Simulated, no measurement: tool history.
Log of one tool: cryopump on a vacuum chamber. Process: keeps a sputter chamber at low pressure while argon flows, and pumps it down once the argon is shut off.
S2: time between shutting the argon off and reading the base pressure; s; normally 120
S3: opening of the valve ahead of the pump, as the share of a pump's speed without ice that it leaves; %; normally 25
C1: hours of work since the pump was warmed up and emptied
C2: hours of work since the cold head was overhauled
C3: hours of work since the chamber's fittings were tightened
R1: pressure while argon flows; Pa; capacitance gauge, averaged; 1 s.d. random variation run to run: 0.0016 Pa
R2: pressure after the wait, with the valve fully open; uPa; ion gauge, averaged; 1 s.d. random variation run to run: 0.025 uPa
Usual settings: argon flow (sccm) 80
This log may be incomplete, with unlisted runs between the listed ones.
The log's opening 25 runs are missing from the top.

{"run": 26, "day": 32.121, "argon flow (sccm)": 33, "S2": 46, "S3": 30, "C1": 733, "C2": 733, "C3": 2437, "R1": 0.1431, "R2": 4.43}
{"run": 27, "day": 33.058, "argon flow (sccm)": 33, "S2": 46, "S3": 30, "C1": 750, "C2": 750, "C3": 2454, "R1": 0.1419, "R2": 4.4}
{"run": 28, "day": 34.358, "argon flow (sccm)": 33, "S2": 46, "S3": 30, "C1": 773, "C2": 773, "C3": 2477, "R1": 0.1439, "R2": 4.46}
{"run": 29, "day": 35.521, "argon flow (sccm)": 68, "S2": 120, "S3": 25, "C1": 794, "C2": 794, "C3": 2498, "R1": 0.3498, "R2": 3.29}
{"run": 30, "day": 36.546, "argon flow (sccm)": 68, "S2": 120, "S3": 25, "C1": 813, "C2": 813, "C3": 2517, "R1": 0.3504, "R2": 3.28}
{"run": 31, "day": 37.525, "argon flow (sccm)": 51, "S2": 25, "S3": 18, "C1": 831, "C2": 831, "C3": 2534, "R1": 0.3586, "R2": 6.5}
{"day": 38.262, "done": "leaking fittings of the chamber tightened, without venting"}
{"run": 32, "day": 38.567, "argon flow (sccm)": 33, "S2": 20, "S3": 45, "C1": 848, "C2": 848, "C3": 6, "R1": 0.0993, "R2": 5.21}
{"run": 33, "day": 39.962, "argon flow (sccm)": 33, "S2": 20, "S3": 45, "C1": 873, "C2": 873, "C3": 31, "R1": 0.1002, "R2": 5.34}

4 ways to go on from here, each from the tool as it stands after run 33. What would each give?
{"run": "A", "day": 41.421, "argon flow (sccm)": 34, "S2": 20, "S3": 45, "C1": 900, "C2": 900, "C3": 57, "R1": "?", "R2": "?"}
{"run": "B", "day": 41.421, "argon flow (sccm)": 35, "S2": 31, "S3": 25, "C1": 900, "C2": 900, "C3": 57, "R1": "?", "R2": "?"}
{"run": "C", "day": 41.421, "argon flow (sccm)": 61, "S2": 20, "S3": 45, "C1": 900, "C2": 900, "C3": 57, "R1": "?", "R2": "?"}
{"run": "D", "day": 41.421, "argon flow (sccm)": 80, "S2": 120, "S3": 27, "C1": 900, "C2": 900, "C3": 57, "R1": "?", "R2": "?"}

run=A R1=0.1033 R2=5.35
run=B R1=0.1838 R2=3.55
run=C R1=0.1856 R2=5.55
run=D R1=0.3877 R2=1.15
With the hidden condition removed and each run's random variation left untouched, the same runs would have given:
run=A R1=0.093 R2=5.22
run=B R1=0.1731 R2=3.43
run=C R1=0.167 R2=5.42
run=D R1=0.3636 R2=1.02

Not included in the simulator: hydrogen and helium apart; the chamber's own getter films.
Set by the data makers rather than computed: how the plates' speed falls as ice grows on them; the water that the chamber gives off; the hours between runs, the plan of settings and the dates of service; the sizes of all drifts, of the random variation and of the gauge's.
